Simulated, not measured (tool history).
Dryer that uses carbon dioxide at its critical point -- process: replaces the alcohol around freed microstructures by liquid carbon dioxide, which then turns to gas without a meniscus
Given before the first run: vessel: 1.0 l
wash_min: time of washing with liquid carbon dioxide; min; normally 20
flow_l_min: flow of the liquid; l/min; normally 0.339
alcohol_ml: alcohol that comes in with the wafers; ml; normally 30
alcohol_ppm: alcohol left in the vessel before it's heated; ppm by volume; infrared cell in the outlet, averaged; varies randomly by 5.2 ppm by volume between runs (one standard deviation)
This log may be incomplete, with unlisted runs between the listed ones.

run,hour,wash_min,flow_l_min,alcohol_ml,alcohol_ppm
1,0,20,0.339,30,223
2,11.1,20,0.339,30,214
3,20.3,20,0.47,30,65
4,27.8,20,0.47,30,69
5,41.5,20,0.47,30,70
6,49.6,20,0.47,30,73
7,61.5,20,0.47,30,78
8,71.1,20,0.223,30,1117
9,85.6,20,0.223,30,1079
10,93.8,20,0.289,30,449
11,106.4,20,0.289,30,467
12,112.6,20,0.289,111,1566
13,125.3,20,0.339,64,489
14,137.2,20,0.328,39,370
15,150.6,20,0.391,28,147
16,163.3,20,0.371,44,246
17,175.6,31,0.204,21,266
18,186.3,24,0.274,54,508
19,194.6,24,0.274,111,977
# hour 206.5: inlet filter changed
20,208.8,14,0.327,84,1758
21,221.7,29,0.534,26,70
22,233.1,15,0.463,21,131
23,243,15,0.463,21,136

Consider 3 possible next runs. They are alternatives, not a sequence: every one starts from the tool as it was left by run 23. What does each give?
A,256.2,21,0.213,57,?
B,256.2,19,0.518,30,?
C,256.2,15,0.327,119,?

run,alcohol_ppm
A,1314
B,80
C,1959
Without the tool's unlogged condition, the same runs would have read:
run,alcohol_ppm
A,1176
B,9
C,1773
